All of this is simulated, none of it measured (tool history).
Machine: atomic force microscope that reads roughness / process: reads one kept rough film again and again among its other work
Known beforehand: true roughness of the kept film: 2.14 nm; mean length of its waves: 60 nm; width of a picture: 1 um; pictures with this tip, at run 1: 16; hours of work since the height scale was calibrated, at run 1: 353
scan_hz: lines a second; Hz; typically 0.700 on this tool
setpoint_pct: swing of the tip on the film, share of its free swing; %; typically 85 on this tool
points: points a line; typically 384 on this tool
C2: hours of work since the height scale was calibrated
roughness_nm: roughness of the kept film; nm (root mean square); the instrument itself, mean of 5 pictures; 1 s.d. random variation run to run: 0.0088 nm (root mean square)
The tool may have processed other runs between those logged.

Run 1, hour 0.0: usual settings; pictures with this tip 16; C2 353. Result: roughness_nm 1.931 nm (root mean square).
Run 2, hour 13.6: usual settings; pictures with this tip 39; C2 361. Result: roughness_nm 1.894 nm (root mean square).
Run 3, hour 24.1: usual settings; pictures with this tip 56; C2 367. Result: roughness_nm 1.877 nm (root mean square).
Run 4, hour 37.0: usual settings; pictures with this tip 78; C2 374. Result: roughness_nm 1.851 nm (root mean square).
Run 5, hour 54.5: usual settings; pictures with this tip 108; C2 384. Result: roughness_nm 1.840 nm (root mean square).
At hour 74.2: new tip fitted.
Run 6, hour 74.5: usual settings; pictures with this tip 1; C2 395. Result: roughness_nm 1.948 nm (root mean square).
Run 7, hour 93.0: usual settings; pictures with this tip 32; C2 405. Result: roughness_nm 1.908 nm (root mean square).
Run 8, hour 101.7: usual settings; pictures with this tip 47; C2 410. Result: roughness_nm 1.904 nm (root mean square).
Run 9, hour 112.4: usual settings but scan_hz 2.691 Hz; pictures with this tip 65; C2 416. Result: roughness_nm 1.599 nm (root mean square).
Run 10, hour 125.1: usual settings but scan_hz 2.691 Hz; pictures with this tip 86; C2 423. Result: roughness_nm 1.570 nm (root mean square).
Run 11, hour 134.1: usual settings; pictures with this tip 102; C2 428. Result: roughness_nm 1.831 nm (root mean square).
Run 12, hour 148.7: usual settings; pictures with this tip 126; C2 436. Result: roughness_nm 1.793 nm (root mean square).
At hour 156.6: new tip fitted.
Run 13, hour 158.6: usual settings; pictures with this tip 3; C2 442. Result: roughness_nm 1.934 nm (root mean square).
Run 14, hour 172.8: usual settings but points 599; pictures with this tip 27; C2 449. Result: roughness_nm 1.909 nm (root mean square).
Run 15, hour 181.5: usual settings but scan_hz 3.181 Hz; pictures with this tip 42; C2 454. Result: roughness_nm 1.569 nm (root mean square).
Run 16, hour 194.7: usual settings but scan_hz 3.181 Hz; pictures with this tip 64; C2 462. Result: roughness_nm 1.542 nm (root mean square).
Run 17, hour 204.8: usual settings; pictures with this tip 81; C2 467. Result: roughness_nm 1.856 nm (root mean square).
Run 18, hour 218.3: usual settings; pictures with this tip 104; C2 475. Result: roughness_nm 1.823 nm (root mean square).
Run 19, hour 228.3: usual settings; pictures with this tip 121; C2 481. Result: roughness_nm 1.805 nm (root mean square).
Run 20, hour 237.5: usual settings but setpoint_pct 67 %; pictures with this tip 137; C2 486. Result: roughness_nm 1.856 nm (root mean square).
At hour 239.8: new tip fitted.
Run 21, hour 248.2: usual settings but setpoint_pct 67 %; pictures with this tip 14; C2 491. Result: roughness_nm 1.988 nm (root mean square).
Run 22, hour 262.9: usual settings; pictures with this tip 39; C2 500. Result: roughness_nm 1.897 nm (root mean square).
Run 23, hour 276.8: usual settings; pictures with this tip 62; C2 507. Result: roughness_nm 1.870 nm (root mean square).
Run 24, hour 287.2: usual settings but setpoint_pct 80 %; pictures with this tip 80; C2 513. Result: roughness_nm 1.861 nm (root mean square).
Run 25, hour 300.6: usual settings but setpoint_pct 80 %; pictures with this tip 103; C2 521. Result: roughness_nm 1.853 nm (root mean square).
Run 26, hour 318.7: usual settings but scan_hz 1.158 Hz; pictures with this tip 133; C2 531. Result: roughness_nm 1.731 nm (root mean square).
At hour 322.8: new tip fitted.
Run 27, hour 333.2: usual settings but scan_hz 1.158 Hz; pictures with this tip 18; C2 539. Result: roughness_nm 1.843 nm (root mean square).
Run 28, hour 351.9: usual settings but scan_hz 3.733 Hz, setpoint_pct 84 %, points 607; pictures with this tip 50; C2 549. Result: roughness_nm 1.517 nm (root mean square).
Run 29, hour 362.2: usual settings but scan_hz 0.918 Hz, setpoint_pct 59 %, points 658; pictures with this tip 67; C2 555. Result: roughness_nm 1.944 nm (root mean square).
Run 30, hour 377.1: usual settings but scan_hz 0.633 Hz, setpoint_pct 82 %, points 321; pictures with this tip 92; C2 563. Result: roughness_nm 1.864 nm (root mean square).
Run 31, hour 394.0: usual settings but scan_hz 1.168 Hz, setpoint_pct 78 %, points 611; pictures with this tip 121; C2 573. Result: roughness_nm 1.801 nm (root mean square).
At hour 406.5: new tip fitted.
Run 32, hour 410.1: usual settings but scan_hz 1.168 Hz, setpoint_pct 78 %, points 611; pictures with this tip 6; C2 581. Result: roughness_nm 1.909 nm (root mean square).
Run 33, hour 424.2: usual settings but scan_hz 0.629 Hz, points 737; pictures with this tip 30; C2 589. Result: roughness_nm 1.928 nm (root mean square).
Run 34, hour 442.4: usual settings but scan_hz 1.533 Hz, setpoint_pct 86 %, points 307; pictures with this tip 61; C2 599. Result: roughness_nm 1.734 nm (root mean square).
Run 35, hour 453.2: usual settings but scan_hz 0.568 Hz, setpoint_pct 70 %, points 891; pictures with this tip 79; C2 605. Result: roughness_nm 1.935 nm (root mean square).
Run 36, hour 468.7: usual settings but scan_hz 0.568 Hz, setpoint_pct 70 %, points 891; pictures with this tip 105; C2 614. Result: roughness_nm 1.889 nm (root mean square).
Run 37, hour 484.6: usual settings but scan_hz 0.857 Hz, setpoint_pct 87 %, points 571; pictures with this tip 132; C2 623. Result: roughness_nm 1.757 nm (root mean square).
At hour 489.5: new tip fitted.
Run 38, hour 496.6: usual settings but scan_hz 0.616 Hz, setpoint_pct 55 %, points 543; pictures with this tip 12; C2 629. Result: roughness_nm 2.055 nm (root mean square).
Run 39, hour 507.1: usual settings; pictures with this tip 29; C2 635. Result: roughness_nm 1.905 nm (root mean square).
Run 40, hour 519.5: usual settings but setpoint_pct 90 %, points 355; pictures with this tip 50; C2 642. Result: roughness_nm 1.840 nm (root mean square).
Run 41, hour 534.0: usual settings but scan_hz 3.857 Hz, setpoint_pct 58 %, points 363; pictures with this tip 75; C2 650. Result: roughness_nm 1.833 nm (root mean square).
Run 42, hour 550.3: usual settings but scan_hz 3.857 Hz, setpoint_pct 58 %, points 363; pictures with this tip 103; C2 659. Result: roughness_nm 1.785 nm (root mean square).
Run 43, hour 560.0: usual settings but scan_hz 0.940 Hz, setpoint_pct 58 %, points 363; pictures with this tip 119; C2 665. Result: roughness_nm 1.883 nm (root mean square).
At hour 572.3: new tip fitted.
Run 44, hour 579.9: usual settings but scan_hz 0.940 Hz, setpoint_pct 58 %, points 363; pictures with this tip 13; C2 676. Result: roughness_nm 2.022 nm (root mean square).
Run 45, hour 595.0: usual settings but scan_hz 1.316 Hz, setpoint_pct 61 %, points 524; pictures with this tip 38; C2 684. Result: roughness_nm 1.962 nm (root mean square).
Run 46, hour 611.0: usual settings but scan_hz 1.316 Hz, setpoint_pct 61 %, points 524; pictures with this tip 65; C2 693. Result: roughness_nm 1.933 nm (root mean square).
Run 47, hour 621.5: usual settings but scan_hz 1.316 Hz, setpoint_pct 61 %, points 272; pictures with this tip 83; C2 699. Result: roughness_nm 1.895 nm (root mean square).
Run 48, hour 639.6: usual settings but scan_hz 1.316 Hz, setpoint_pct 61 %, points 272; pictures with this tip 114; C2 709. Result: roughness_nm 1.887 nm (root mean square).
At hour 655.1: new tip fitted.
Run 49, hour 659.2: usual settings but setpoint_pct 61 %, points 282; pictures with this tip 7; C2 720. Result: roughness_nm 2.028 nm (root mean square).
Run 50, hour 675.3: usual settings but points 577; pictures with this tip 34; C2 729. Result: roughness_nm 1.905 nm (root mean square).
Run 51, hour 692.9: usual settings but points 577; pictures with this tip 64; C2 739. Result: roughness_nm 1.872 nm (root mean square).
Run 52, hour 705.2: usual settings but points 577; pictures with this tip 85; C2 745. Result: roughness_nm 1.851 nm (root mean square).
Run 53, hour 718.1: usual settings but scan_hz 1.868 Hz, setpoint_pct 86 %, points 857; pictures with this tip 107; C2 753. Result: roughness_nm 1.651 nm (root mean square).

For each entry between runs, how does the tool's hidden state at the last listed run before it compare with that at the first listed run after it?
In the gap between runs 5 and 6: new tip fitted (hour 74.2)
  radius of the tip, nm: 41.1 -> 11.3; height scale over the true one, %: -0.48 -> -0.49
  measured result minus the result with no hidden state, roughness_nm: -0.140 -> -0.015 nm (root mean square)
In the gap between runs 12 and 13: new tip fitted (hour 156.6)
  radius of the tip, nm: 46.3 -> 10.7; height scale over the true one, %: -0.54 -> -0.55
  measured result minus the result with no hidden state, roughness_nm: -0.160 -> -0.014 nm (root mean square)
In the gap between runs 20 and 21: new tip fitted (hour 239.8)
  radius of the tip, nm: 49.8 -> 14.6; height scale over the true one, %: -0.6 -> -0.61
  measured result minus the result with no hidden state, roughness_nm: -0.182 -> -0.034 nm (root mean square)
In the gap between runs 26 and 27: new tip fitted (hour 322.8)
  radius of the tip, nm: 47.8 -> 14.8; height scale over the true one, %: -0.65 -> -0.66
  measured result minus the result with no hidden state, roughness_nm: -0.162 -> -0.033 nm (root mean square)
In the gap between runs 31 and 32: new tip fitted (hour 406.5)
  radius of the tip, nm: 43.3 -> 12.2; height scale over the true one, %: -0.7 -> -0.71
  measured result minus the result with no hidden state, roughness_nm: -0.151 -> -0.024 nm (root mean square)
In the gap between runs 37 and 38: new tip fitted (hour 489.5)
  radius of the tip, nm: 47.9 -> 13.6
  measured result minus the result with no hidden state, roughness_nm: -0.168 -> -0.033 nm (root mean square)
In the gap between runs 43 and 44: new tip fitted (hour 572.3)
  radius of the tip, nm: 45.4 -> 13.9; height scale over the true one, %: -0.82 -> -0.83
  measured result minus the result with no hidden state, roughness_nm: -0.169 -> -0.036 nm (root mean square)
In the gap between runs 48 and 49: new tip fitted (hour 655.1)
  radius of the tip, nm: 41.3 -> 12; height scale over the true one, %: -0.87 -> -0.88
  measured result minus the result with no hidden state, roughness_nm: -0.152 -> -0.027 nm (root mean square)
